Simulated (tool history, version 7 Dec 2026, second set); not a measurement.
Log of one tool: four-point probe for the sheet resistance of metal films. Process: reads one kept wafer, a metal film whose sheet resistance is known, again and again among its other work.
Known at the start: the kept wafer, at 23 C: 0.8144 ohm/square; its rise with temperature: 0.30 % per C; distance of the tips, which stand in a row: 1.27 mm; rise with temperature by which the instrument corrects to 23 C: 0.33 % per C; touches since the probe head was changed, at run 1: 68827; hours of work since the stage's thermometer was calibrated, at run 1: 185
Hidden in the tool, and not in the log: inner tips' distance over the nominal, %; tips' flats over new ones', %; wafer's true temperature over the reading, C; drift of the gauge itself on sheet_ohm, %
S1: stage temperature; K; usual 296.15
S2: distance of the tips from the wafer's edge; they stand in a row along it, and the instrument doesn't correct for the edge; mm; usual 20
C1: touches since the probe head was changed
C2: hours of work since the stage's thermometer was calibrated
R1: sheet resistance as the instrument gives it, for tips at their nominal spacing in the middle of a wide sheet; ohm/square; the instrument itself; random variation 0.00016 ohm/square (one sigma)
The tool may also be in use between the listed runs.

run,hour,S1,S2,C1,C2,R1
1,0,296.15,20,68827,185,0.807357
2,40.7,296.15,20,70112,206,0.807501
3,102,296.15,20,72045,237,0.807048
4,147.6,296.15,20,73487,261,0.806772
5,195.3,296.15,20,74991,285,0.806954
6,222.5,294.15,20,75851,299,0.807041
7,254.5,294.15,20,76860,315,0.806916
8,287.3,294.15,20,77897,332,0.806593
9,337.8,294.15,20,79489,358,0.806799
10,367.2,296.15,7,80419,373,0.818649
11,414.4,296.15,7,81909,397,0.818345
12,456.7,296.15,7,83242,419,0.818136
13,511.3,296.15,20,84966,447,0.805732
14,568.7,296.15,20,86779,476,0.805349
15,603.2,296.15,20,87867,494,0.805558
# hour 629.2: new probe head fitted
16,644.4,292.15,20,481,515,0.817873
17,685.7,296.15,20,1785,536,0.816677
18,724.8,296.15,20,3018,556,0.816532
19,783.8,296.15,20,4881,586,0.816228
20,838.7,303.15,34,6613,614,0.813192
21,869.5,306.15,22,7585,630,0.813587
22,909.6,306.15,22,8851,650,0.812858
23,947.8,293.15,70,10058,670,0.81481
24,982.9,298.15,32,11167,688,0.814076
25,1007.9,308.15,25,11955,701,0.811966
26,1047.7,308.15,25,13212,721,0.8119
27,1106,296.15,21,15050,751,0.814931
28,1140.2,296.15,21,16129,769,0.814861
29,1178.5,306.15,4,17339,788,0.852368
30,1208.2,294.15,23,18276,803,0.814926
31,1262.8,294.15,23,20000,831,0.814421

The next listed run, before its measurement:
32,1295.4,294.15,23,21031,848,?

R1: 0.814732 ohm/square
Without the tool's hidden state the same run would have given R1 0.816334 ohm/square.

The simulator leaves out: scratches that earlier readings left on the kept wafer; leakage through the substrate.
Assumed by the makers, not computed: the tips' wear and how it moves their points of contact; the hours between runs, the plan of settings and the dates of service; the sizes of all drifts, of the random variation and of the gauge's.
